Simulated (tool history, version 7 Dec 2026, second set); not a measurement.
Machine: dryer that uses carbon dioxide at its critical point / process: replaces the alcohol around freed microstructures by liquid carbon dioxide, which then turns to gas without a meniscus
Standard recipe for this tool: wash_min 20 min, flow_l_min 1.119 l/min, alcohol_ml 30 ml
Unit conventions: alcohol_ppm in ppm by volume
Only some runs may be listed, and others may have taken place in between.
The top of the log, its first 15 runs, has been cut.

run   hour  wash_min  flow_l_min  alcohol_ml  hours of work since the filter was changed  hours of work since the purifier's bed was changed  alcohol_ppm
 16  262.5        15       1.119          78                                         139                                                 347         1338
 17  287.3        20        0.92          47                                         148                                                 356          683
 18  306.7        17       1.119          38                                         155                                                 362          532
     313.7  -- inlet filter changed
 19  327.1        21        1.55          44                                           5                                                 369           89
 20  346.8        14        1.75          29                                          12                                                 376          135
 21    361        20        0.71          23                                          17                                                 382          517
 22  382.3        13       1.119          30                                          25                                                 389          576
 23  403.1        20       1.119          35                                          32                                                 397          218
 24  413.8        18       1.119          35                                          36                                                 400          289
 25  425.7        13       1.119          27                                          40                                                 405          548

For run 26, what comes out?
 26  444.2        13        0.93          57                                          47                                                 411            ?

{"run 26": {"alcohol_ppm": 1751}}
Without the tool's hidden state the same run would have given alcohol_ppm 1518 ppm by volume.
